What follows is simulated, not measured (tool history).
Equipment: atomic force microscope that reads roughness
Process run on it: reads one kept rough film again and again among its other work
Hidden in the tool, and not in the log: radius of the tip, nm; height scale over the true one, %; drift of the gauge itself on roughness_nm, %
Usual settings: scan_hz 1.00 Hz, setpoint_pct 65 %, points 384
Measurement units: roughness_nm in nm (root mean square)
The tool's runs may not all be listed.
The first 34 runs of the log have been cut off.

run   hour  scan_hz  setpoint_pct  points  pictures with this tip  hours of work since the height scale was calibrated  roughness_nm
 35  691.0     1.44            78     273                     155                                                   15         1.958
 36  719.0     1.34            72     713                     195                                                   27         1.921
 37  748.3     2.06            68     785                     236                                                   39         1.783
     751.4  -- new tip fitted
 38  766.3     1.17            58     358                      21                                                   47         2.740
 39  781.3     0.52            84     476                      42                                                   53         2.577
 40  799.8     0.52            84     476                      68                                                   61         2.414
 41  816.3     0.52            84     476                      92                                                   68         2.313
 42  845.0     0.52            84     476                     132                                                   81         2.165
 43  872.6     0.52            84     476                     171                                                   93         2.028
 44  895.9     1.00            62     384                     204                                                  103         1.927
 45  909.1     1.00            67     384                     223                                                  108         1.854
     922.0  -- new tip fitted
 46  937.2     1.00            67     384                      22                                                  120         2.689
 47  963.9     0.64            84     384                      60                                                  132         2.426
 48  978.2     3.10            84     265                      80                                                  138         2.037

Each row is a separate what-if for the run after 48, all from the same tool condition, not one after another. Results?
  A  993.4     3.48            64     379                     102                                                  144             ?
  B  993.4     0.90            58     372                     102                                                  144             ?
  C  993.4     1.16            84     265                     102                                                  144             ?
  D  993.4     3.10            60     467                     102                                                  144             ?

run  roughness_nm
  A         2.181
  B         2.287
  C         2.128
  D         2.218
With the hidden condition removed and each run's random variation left untouched, the same runs would have given:
run  roughness_nm
  A         2.779
  B         2.914
  C         2.711
  D         2.827
